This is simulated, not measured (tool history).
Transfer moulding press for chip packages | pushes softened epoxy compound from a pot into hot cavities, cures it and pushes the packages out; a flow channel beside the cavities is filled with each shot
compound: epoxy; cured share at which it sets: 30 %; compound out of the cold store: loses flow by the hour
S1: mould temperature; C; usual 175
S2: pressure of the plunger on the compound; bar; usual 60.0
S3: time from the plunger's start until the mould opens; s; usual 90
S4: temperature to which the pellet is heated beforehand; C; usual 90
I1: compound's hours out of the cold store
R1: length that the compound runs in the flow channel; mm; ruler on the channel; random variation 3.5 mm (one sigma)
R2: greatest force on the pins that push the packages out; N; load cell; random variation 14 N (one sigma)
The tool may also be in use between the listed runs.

| run | hour | S1 | S2 | S3 | S4 | I1 | R1 | R2 |
|---|---|---|---|---|---|---|---|---|
| 1 | 0.0 | 175 | 60.0 | 90 | 90 | 13.2 | 647 | 1171 |
| 2 | 23.5 | 175 | 60.0 | 124 | 90 | 10.7 | 651 | 864 |
| 3 | 42.0 | 175 | 60.0 | 124 | 90 | 21.2 | 625 | 847 |
|  | 61.6 | cavities cleaned with cleaning compound and waxed |
| 4 | 66.9 | 175 | 60.0 | 124 | 90 | 30.1 | 612 | 461 |
| 5 | 87.2 | 175 | 60.0 | 90 | 90 | 43.0 | 593 | 941 |
| 6 | 121.7 | 175 | 60.0 | 90 | 86 | 35.0 | 605 | 1226 |
| 7 | 158.5 | 175 | 60.0 | 90 | 86 | 37.6 | 593 | 1401 |
|  | 170.7 | cavities cleaned with cleaning compound and waxed |
| 8 | 180.9 | 175 | 60.0 | 90 | 90 | 28.3 | 608 | 811 |
| 9 | 215.9 | 175 | 60.0 | 90 | 90 | 43.0 | 587 | 1089 |
| 10 | 245.1 | 175 | 60.0 | 90 | 90 | 41.4 | 583 | 1261 |
| 11 | 267.4 | 167 | 48.4 | 78 | 90 | 19.8 | 564 | 3137 |
|  | 280.8 | cavities cleaned with cleaning compound and waxed |
| 12 | 303.8 | 170 | 71.6 | 104 | 85 | 45.4 | 634 | 940 |
| 13 | 326.3 | 170 | 71.6 | 104 | 85 | 16.9 | 683 | 1163 |
| 14 | 355.5 | 170 | 71.6 | 104 | 85 | 28.6 | 665 | 1279 |
| 15 | 373.5 | 170 | 71.6 | 104 | 85 | 12.5 | 693 | 1357 |
|  | 390.9 | cavities cleaned with cleaning compound and waxed |
| 16 | 395.4 | 170 | 71.6 | 104 | 85 | 26.7 | 665 | 693 |
| 17 | 414.6 | 175 | 68.8 | 109 | 90 | 8.6 | 667 | 666 |
|  | 438.2 | plunger's sealing rings changed |
| 18 | 442.5 | 175 | 54.6 | 96 | 89 | 19.0 | 615 | 1013 |

Forecast each of these 5 alternatives for the next run:
| A | 461.4 | 175 | 53.4 | 90 | 94 | 21.8 | ? | ? |
| B | 461.4 | 175 | 54.6 | 95 | 96 | 43.7 | ? | ? |
| C | 461.4 | 180 | 63.4 | 76 | 89 | 32.4 | ? | ? |
| D | 461.4 | 177 | 60.0 | 115 | 90 | 29.0 | ? | ? |
| E | 461.4 | 172 | 66.7 | 96 | 97 | 15.2 | ? | ? |

| run | R1 | R2 |
|---|---|---|
| A | 598 | 1234 |
| B | 569 | 1047 |
| C | 620 | 1367 |
| D | 621 | 858 |
| E | 682 | 1283 |
Without the tool's hidden state the same runs would have given:
| run | R1 | R2 |
|---|---|---|
| A | 601 | 670 |
| B | 572 | 562 |
| C | 623 | 742 |
| D | 625 | 439 |
| E | 686 | 696 |

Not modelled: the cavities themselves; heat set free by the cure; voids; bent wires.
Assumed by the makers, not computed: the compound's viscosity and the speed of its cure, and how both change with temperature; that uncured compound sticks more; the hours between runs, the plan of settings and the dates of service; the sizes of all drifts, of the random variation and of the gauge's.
